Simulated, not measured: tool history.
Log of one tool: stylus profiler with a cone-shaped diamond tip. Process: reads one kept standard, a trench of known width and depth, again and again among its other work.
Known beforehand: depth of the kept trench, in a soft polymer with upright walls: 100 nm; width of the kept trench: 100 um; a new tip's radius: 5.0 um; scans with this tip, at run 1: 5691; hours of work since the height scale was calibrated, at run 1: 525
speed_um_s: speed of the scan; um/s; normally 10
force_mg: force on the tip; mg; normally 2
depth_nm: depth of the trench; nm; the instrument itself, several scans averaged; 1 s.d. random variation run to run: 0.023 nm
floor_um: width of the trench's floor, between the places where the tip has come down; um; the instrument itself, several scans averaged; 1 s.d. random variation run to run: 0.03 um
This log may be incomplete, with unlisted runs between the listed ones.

| run | hour | speed_um_s | force_mg | scans with this tip | hours of work since the height scale was calibrated | depth_nm | floor_um |
|---|---|---|---|---|---|---|---|
| 1 | 0 | 10 | 2 | 5691 | 525 | 101.33 | 98.01 |
| 2 | 60.2 | 10 | 2 | 6020 | 556 | 101.31 | 97.94 |
| 3 | 107.4 | 2 | 2 | 6279 | 579 | 101.31 | 97.99 |
| 4 | 166.2 | 2 | 2 | 6601 | 609 | 101.36 | 98.02 |
| 5 | 247.2 | 2 | 2 | 7044 | 650 | 101.33 | 98.02 |
| 6 | 310.6 | 2 | 2 | 7392 | 682 | 101.36 | 97.95 |
| 7 | 381.8 | 10 | 1.88 | 7781 | 718 | 101.29 | 97.95 |
| 8 | 445.5 | 10 | 1.88 | 8130 | 750 | 101.28 | 97.9 |
| 9 | 528.1 | 10 | 1.88 | 8583 | 792 | 101.31 | 97.89 |
| 10 | 612.7 | 13 | 1.16 | 9046 | 835 | 100.9 | 97.92 |
| 11 | 704.5 | 4 | 0.81 | 9549 | 881 | 100.72 | 97.95 |
| 12 | 786.8 | 4 | 0.67 | 9999 | 923 | 100.64 | 97.88 |
| 13 | 867.5 | 4 | 0.67 | 10441 | 964 | 100.62 | 97.89 |
| 14 | 950.4 | 2 | 0.8 | 10895 | 1005 | 100.7 | 98.01 |
| 15 | 1033.4 | 2 | 0.8 | 11350 | 1047 | 100.74 | 97.9 |
| 16 | 1087.1 | 2 | 2 | 11644 | 1075 | 101.32 | 97.94 |

Selected run-to-run steps in floor_um, each split into two signed amounts: the part the tool would show with no hidden state at all (from settings, incoming material and random variation), and the remainder, which goes to the hidden state together with any gauge scatter not common to the measured and the hidden-state-free results:
What the log doesn't record here: radius of the tip, um; height scale over the true one, %; drift of the gauge itself on depth_nm, %; drift of the gauge itself on floor_um, %.
Run 5 -> 6: no setting touched and nothing written in the log between the runs. floor_um -0.07 um: hidden state -0.01, all else -0.06.
Run 13 -> 14: speed_um_s 4 -> 2, force_mg 0.67 -> 0.8. floor_um +0.12 um: hidden state +0.01, all else +0.11.
